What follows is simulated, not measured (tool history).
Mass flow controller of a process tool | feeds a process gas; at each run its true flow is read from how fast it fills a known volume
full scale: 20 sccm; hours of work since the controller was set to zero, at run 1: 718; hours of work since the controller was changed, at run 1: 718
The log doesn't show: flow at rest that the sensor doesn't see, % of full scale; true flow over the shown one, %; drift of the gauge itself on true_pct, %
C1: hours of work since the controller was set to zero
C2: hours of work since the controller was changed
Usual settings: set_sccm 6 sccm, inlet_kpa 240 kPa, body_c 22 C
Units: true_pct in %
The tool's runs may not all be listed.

run 1 hour=0.0 | set_sccm=6 inlet_kpa=240 body_c=22 | C1=718 C2=718 | true_pct=97.93
run 2 hour=159.4 | set_sccm=6 inlet_kpa=240 body_c=21 | C1=774 C2=774 | true_pct=97.88
run 3 hour=509.8 | set_sccm=6 inlet_kpa=240 body_c=23 | C1=897 C2=897 | true_pct=97.94
run 4 hour=709.2 | set_sccm=6 inlet_kpa=240 body_c=23 | C1=968 C2=968 | true_pct=98.10
run 5 hour=1007.8 | set_sccm=6 inlet_kpa=240 body_c=23 | C1=1073 C2=1073 | true_pct=98.12
run 6 hour=1270.7 | set_sccm=6 inlet_kpa=240 body_c=23 | C1=1165 C2=1165 | true_pct=98.18
run 7 hour=1579.3 | set_sccm=6 inlet_kpa=240 body_c=23 | C1=1274 C2=1274 | true_pct=98.03
run 8 hour=1817.1 | set_sccm=6 inlet_kpa=240 body_c=37 | C1=1358 C2=1358 | true_pct=98.97
run 9 hour=2188.4 | set_sccm=6 inlet_kpa=240 body_c=37 | C1=1489 C2=1489 | true_pct=99.05
run 10 hour=2436.3 | set_sccm=6 inlet_kpa=240 body_c=37 | C1=1576 C2=1576 | true_pct=99.10
run 11 hour=2735.7 | set_sccm=6 inlet_kpa=240 body_c=22 | C1=1682 C2=1682 | true_pct=97.94
run 12 hour=2971.4 | set_sccm=6 inlet_kpa=240 body_c=22 | C1=1765 C2=1765 | true_pct=98.02
run 13 hour=3164.0 | set_sccm=6 inlet_kpa=240 body_c=22 | C1=1833 C2=1833 | true_pct=98.01
run 14 hour=3320.0 | set_sccm=6 inlet_kpa=261 body_c=22 | C1=1888 C2=1888 | true_pct=97.82
run 15 hour=3673.9 | set_sccm=6 inlet_kpa=279 body_c=22 | C1=2012 C2=2012 | true_pct=97.78
run 16 hour=3942.1 | set_sccm=6 inlet_kpa=240 body_c=22 | C1=2107 C2=2107 | true_pct=97.98
run 17 hour=4125.2 | set_sccm=6 inlet_kpa=240 body_c=22 | C1=2171 C2=2171 | true_pct=98.08
run 18 hour=4396.2 | set_sccm=6 inlet_kpa=240 body_c=22 | C1=2267 C2=2267 | true_pct=98.08
run 19 hour=4578.9 | set_sccm=6 inlet_kpa=240 body_c=22 | C1=2331 C2=2331 | true_pct=97.90
run 20 hour=4864.3 | set_sccm=6 inlet_kpa=240 body_c=25 | C1=2432 C2=2432 | true_pct=98.20
run 21 hour=5196.8 | set_sccm=6 inlet_kpa=240 body_c=22 | C1=2549 C2=2549 | true_pct=97.93
run 22 hour=5499.6 | set_sccm=6 inlet_kpa=240 body_c=22 | C1=2656 C2=2656 | true_pct=97.95
run 23 hour=5652.9 | set_sccm=6 inlet_kpa=240 body_c=33 | C1=2710 C2=2710 | true_pct=98.74
run 24 hour=5917.9 | set_sccm=6 inlet_kpa=240 body_c=33 | C1=2803 C2=2803 | true_pct=98.64
run 25 hour=6167.0 | set_sccm=16 inlet_kpa=278 body_c=29 | C1=2891 C2=2891 | true_pct=99.29
run 26 hour=6459.2 | set_sccm=14 inlet_kpa=183 body_c=25 | C1=2994 C2=2994 | true_pct=99.51
run 27 hour=6799.9 | set_sccm=18 inlet_kpa=240 body_c=22 | C1=3114 C2=3114 | true_pct=99.31
run 28 hour=7069.4 | set_sccm=18 inlet_kpa=240 body_c=22 | C1=3209 C2=3209 | true_pct=99.33
run 29 hour=7383.1 | set_sccm=6 inlet_kpa=269 body_c=22 | C1=3320 C2=3320 | true_pct=97.88
run 30 hour=7729.3 | set_sccm=9 inlet_kpa=269 body_c=34 | C1=3442 C2=3442 | true_pct=98.86
run 31 hour=8019.6 | set_sccm=9 inlet_kpa=269 body_c=30 | C1=3544 C2=3544 | true_pct=98.66
run 32 hour=8308.9 | set_sccm=17 inlet_kpa=213 body_c=32 | C1=3646 C2=3646 | true_pct=100.02
run 33 hour=8560.4 | set_sccm=16 inlet_kpa=213 body_c=26 | C1=3735 C2=3735 | true_pct=99.67
run 34 hour=8904.2 | set_sccm=16 inlet_kpa=213 body_c=26 | C1=3856 C2=3856 | true_pct=99.53
run 35 hour=9202.4 | set_sccm=15 inlet_kpa=158 body_c=25 | C1=3961 C2=3961 | true_pct=99.97
run 36 hour=9480.0 | set_sccm=12 inlet_kpa=158 body_c=32 | C1=4059 C2=4059 | true_pct=99.92
run 37 hour=9739.2 | set_sccm=12 inlet_kpa=158 body_c=27 | C1=4150 C2=4150 | true_pct=99.71
-- hour=10100.3 controller's zero set anew
run 38 hour=10114.4 | set_sccm=3 inlet_kpa=149 body_c=28 | C1=5 C2=4282 | true_pct=98.69
run 39 hour=10416.8 | set_sccm=10 inlet_kpa=203 body_c=32 | C1=112 C2=4389 | true_pct=99.34
run 40 hour=10658.5 | set_sccm=10 inlet_kpa=175 body_c=21 | C1=197 C2=4474 | true_pct=98.89
run 41 hour=10905.9 | set_sccm=2 inlet_kpa=252 body_c=24 | C1=284 C2=4561 | true_pct=97.53
run 42 hour=11259.3 | set_sccm=2 inlet_kpa=252 body_c=24 | C1=408 C2=4686 | true_pct=97.51
run 43 hour=11601.2 | set_sccm=6 inlet_kpa=250 body_c=22 | C1=529 C2=4806 | true_pct=97.90
run 44 hour=11757.2 | set_sccm=4 inlet_kpa=240 body_c=21 | C1=584 C2=4861 | true_pct=97.76
run 45 hour=11936.7 | set_sccm=4 inlet_kpa=240 body_c=21 | C1=647 C2=4924 | true_pct=97.76
run 46 hour=12196.8 | set_sccm=2 inlet_kpa=232 body_c=21 | C1=739 C2=5016 | true_pct=97.62
run 47 hour=12350.7 | set_sccm=7 inlet_kpa=203 body_c=30 | C1=793 C2=5070 | true_pct=98.95
run 48 hour=12663.6 | set_sccm=7 inlet_kpa=203 body_c=30 | C1=903 C2=5181 | true_pct=98.92

Hidden state at the last listed run before each entry between runs and at the first one after, where it differs:
Between runs 37 and 38: controller's zero set anew (hour 10100.3)
  flow at rest that the sensor doesn't see, % of full scale: 0.004 -> 0
